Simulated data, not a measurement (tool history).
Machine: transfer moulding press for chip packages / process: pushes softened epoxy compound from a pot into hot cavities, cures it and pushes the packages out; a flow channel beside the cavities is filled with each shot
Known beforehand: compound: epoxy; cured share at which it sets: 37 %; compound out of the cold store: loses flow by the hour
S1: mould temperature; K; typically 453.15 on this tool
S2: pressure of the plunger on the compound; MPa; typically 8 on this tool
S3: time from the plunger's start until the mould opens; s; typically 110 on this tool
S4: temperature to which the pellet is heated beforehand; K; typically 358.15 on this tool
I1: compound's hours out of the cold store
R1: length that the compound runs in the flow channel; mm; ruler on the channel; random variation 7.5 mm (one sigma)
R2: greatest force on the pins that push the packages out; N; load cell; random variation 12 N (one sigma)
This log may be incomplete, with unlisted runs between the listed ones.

run,hour,S1,S2,S3,S4,I1,R1,R2
1,0,453.15,8,110,358.15,21.1,949,675
2,36,453.15,8,110,358.15,38.6,875,717
3,82.1,461.15,8,110,358.15,14.3,927,620
# hour 118.3: cavities cleaned with cleaning compound and waxed
4,128.3,461.15,8,109,358.15,47.9,804,699
5,178.1,461.15,8,109,358.15,40.1,817,692
6,212.8,453.15,8,110,366.15,13.9,945,983
# hour 243.3: cavities cleaned with cleaning compound and waxed, once more
7,248.6,453.15,8,110,366.15,8.3,979,653
8,299.8,453.15,8,110,366.15,19.8,908,766
9,338.9,453.15,8,110,366.15,41.7,835,784
# hour 382.8: cavities cleaned with cleaning compound and waxed
10,383.7,453.15,9.86,110,358.15,32.4,957,623
11,431.6,453.15,8.46,115,358.15,41.3,838,668
12,479.4,453.15,8.46,115,358.15,39.6,828,770

Expected results for the next run?
# hour 500.5: plunger's sealing rings changed
13,502.9,453.15,8,136,356.15,39.2,?,?

{"run 13": {"R1": 886, "R2": 612}}
Were there no unlogged condition in the tool, this run, its random variation unchanged, would have produced R1 886 mm, R2 420 N.
